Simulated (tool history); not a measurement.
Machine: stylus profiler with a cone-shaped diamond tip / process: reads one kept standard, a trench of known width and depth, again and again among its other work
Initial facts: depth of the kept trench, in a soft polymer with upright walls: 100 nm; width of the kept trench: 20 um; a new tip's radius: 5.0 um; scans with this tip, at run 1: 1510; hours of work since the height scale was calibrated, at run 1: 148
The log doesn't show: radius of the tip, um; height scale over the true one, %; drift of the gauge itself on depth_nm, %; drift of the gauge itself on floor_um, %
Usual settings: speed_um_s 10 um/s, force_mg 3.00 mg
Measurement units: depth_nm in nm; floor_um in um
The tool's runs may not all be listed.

run	hour	speed_um_s	force_mg	scans with this tip	hours of work since the height scale was calibrated	depth_nm	floor_um
1	0.0	10	3.00	1510	148	101.24	17.94
2	105.2	10	3.00	2261	222	101.23	17.95
3	205.9	10	3.00	2978	292	101.27	17.93
4	325.6	22	3.00	3832	376	101.24	17.85
5	472.3	10	3.00	4878	479	101.22	17.97
6	606.0	10	3.00	5830	573	101.27	17.95
7	692.1	10	3.00	6444	633	101.24	17.97
8	794.8	10	3.00	7176	705	101.23	17.96
9	870.8	4	3.00	7718	758	101.27	18.01
10	946.0	10	2.17	8254	811	100.98	17.90
11	1046.2	10	2.17	8968	881	101.04	17.93
12	1128.4	10	2.17	9555	938	101.01	17.89
13	1233.0	11	2.56	10300	1012	101.14	17.94
14	1362.9	10	1.38	11226	1102	100.73	17.90
15	1488.4	22	1.50	12121	1190	100.78	17.82
16	1610.9	3	6.46	12994	1276	102.06	18.00
17	1694.1	5	3.01	13587	1334	101.22	17.97
18	1805.0	4	4.30	14377	1412	101.61	18.02
19	1928.7	4	4.30	15259	1499	101.60	17.98
# hour 2025.5: height scale calibrated on a step standard
20	2036.9	16	1.74	16027	8	100.88	17.88
21	2182.6	3	7.61	17066	110	102.28	17.99
22	2284.2	31	3.00	17790	181	101.29	17.82
23	2401.7	27	1.88	18628	263	100.89	17.79

What if the next run were any one of these 3? Each begins from the tool's condition after run 23:
A	2478.4	11	2.81	19174	317	?	?
B	2478.4	13	1.11	19174	317	?	?
C	2478.4	18	3.85	19174	317	?	?

run	depth_nm	floor_um
A	101.22	17.94
B	100.66	17.86
C	101.49	17.92
With the hidden condition removed and each run's random variation left untouched, the same runs would have given:
run	depth_nm	floor_um
A	101.22	17.95
B	100.65	17.87
C	101.49	17.93

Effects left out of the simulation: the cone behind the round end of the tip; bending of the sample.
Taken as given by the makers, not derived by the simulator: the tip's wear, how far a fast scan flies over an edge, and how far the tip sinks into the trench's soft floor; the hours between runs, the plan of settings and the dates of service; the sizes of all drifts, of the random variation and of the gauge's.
